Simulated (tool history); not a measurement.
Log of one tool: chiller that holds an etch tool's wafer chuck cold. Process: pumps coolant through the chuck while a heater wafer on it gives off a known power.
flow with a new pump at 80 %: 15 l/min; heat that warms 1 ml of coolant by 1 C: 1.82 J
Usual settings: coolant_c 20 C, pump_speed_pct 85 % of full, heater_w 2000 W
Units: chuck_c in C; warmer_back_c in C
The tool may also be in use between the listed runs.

| run | hour | coolant_c | pump_speed_pct | heater_w | chuck_c | warmer_back_c |
|---|---|---|---|---|---|---|
| 1 | 0 | 20 | 85 | 2000 | 35.3 | 4.17 |
| 2 | 21.1 | 20 | 85 | 2000 | 35.4 | 4.15 |
| 3 | 51.7 | 20 | 85 | 2000 | 35.5 | 4.17 |
| 4 | 77.1 | 20 | 85 | 2000 | 35.4 | 4.17 |
| 5 | 92 | 20 | 85 | 2692 | 40.8 | 5.64 |
| 6 | 108.3 | 20 | 85 | 2692 | 40.7 | 5.7 |
| 7 | 134.6 | 20 | 85 | 2692 | 40.7 | 5.68 |
| 8 | 157.3 | 18 | 85 | 2000 | 33.6 | 4.23 |
| 9 | 181.2 | 18 | 85 | 2000 | 33.5 | 4.17 |
|  | 188.2 | coolant pump overhauled |
|  | 205.6 | chiller's thermometer calibrated |
| 10 | 216.5 | 17 | 76 | 1508 | 29.5 | 3.56 |
| 11 | 232.5 | 17 | 71 | 1217 | 27.7 | 3 |
| 12 | 257.6 | 15 | 71 | 2117 | 33.8 | 5.26 |
|  | 271.6 | coolant pump overhauled, once more |
| 13 | 287 | 12 | 94 | 2000 | 25.8 | 3.79 |
| 14 | 313.8 | 23 | 71 | 2039 | 41 | 5.09 |
| 15 | 331.4 | 20 | 66 | 2755 | 46 | 7.33 |

Measured less the same run without the tool's hidden state. The same run-to-run variation is in both; the gauge's scatter may not be:
The hidden state here: heat passed by the chuck's channels, % of clean ones'; flow at a given pump speed, % of a new pump's; coolant's true temperature over the reading, C; drift of the gauge itself on chuck_c, C; drift of the gauge itself on warmer_back_c, C.
| run | chuck_c | warmer_back_c |
|---|---|---|
| 1 | +0.7 | +0.03 |
| 2 | +0.8 | +0.03 |
| 3 | +0.8 | +0.03 |
| 4 | +0.8 | +0.03 |
| 5 | +1 | +0.05 |
| 6 | +1 | +0.05 |
| 7 | +1.1 | +0.05 |
| 8 | +0.9 | +0.04 |
| 9 | +0.9 | +0.04 |
| 10 | +0.4 | +0.05 |
| 11 | +0.3 | +0.03 |
| 12 | +0.8 | +0.07 |
| 13 | +0.4 | +0.02 |
| 14 | +0.6 | +0.02 |
| 15 | +0.9 | +0.03 |
